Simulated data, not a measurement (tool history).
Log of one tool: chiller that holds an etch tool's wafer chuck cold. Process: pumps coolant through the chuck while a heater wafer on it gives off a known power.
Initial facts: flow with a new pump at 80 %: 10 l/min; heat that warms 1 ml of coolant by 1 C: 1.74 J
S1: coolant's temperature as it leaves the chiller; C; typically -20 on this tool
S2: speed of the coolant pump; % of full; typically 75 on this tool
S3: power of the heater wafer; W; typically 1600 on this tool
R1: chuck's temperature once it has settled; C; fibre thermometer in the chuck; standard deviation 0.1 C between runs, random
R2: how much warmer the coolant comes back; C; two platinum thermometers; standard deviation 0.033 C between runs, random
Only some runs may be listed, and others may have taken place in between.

run,hour,S1,S2,S3,R1,R2
1,0,-20,75,1600,-3.3,5.93
2,24.5,-20,75,1600,-3.5,5.97
3,51.1,-10,75,1600,6.7,5.95
4,99,-21,75,1600,-4.2,6.06
5,153.1,-21,75,1600,-4.3,5.96
6,175.6,-20,75,2266,3.8,8.45
7,208.9,-20,75,1600,-3.3,5.91
8,244.8,-16,75,1600,0.8,5.98
9,288.3,-16,75,1600,0.8,5.95
10,330.9,-21,86,1921,-2.7,6.12
11,357.4,-20,73,874,-10.5,3.31
12,392.3,-20,73,874,-10.5,3.37
13,420,-15,78,1094,-3.8,3.88
14,467,-13,72,1600,4.5,6.24
15,519,-10,90,880,-1.7,2.77
16,570.2,-24,97,1553,-10.5,4.38
17,622.2,-24,77,975,-13.8,3.5

Forecast each of these 5 alternatives for the next run:
A,676.8,-24,76,2304,?,?
B,676.8,-14,80,1151,?,?
C,676.8,-20,80,1065,?,?
D,676.8,-18,75,1059,?,?
E,676.8,-24,96,1600,?,?

run,R1,R2
A,0,8.55
B,-2.4,3.99
C,-9.2,3.69
D,-6.7,3.97
E,-10,4.55
Had the tool no hidden state, the same runs would have come out as:
run,R1,R2
A,-1.8,8.46
B,-3.3,3.95
C,-10,3.65
D,-7.5,3.93
E,-11.1,4.5
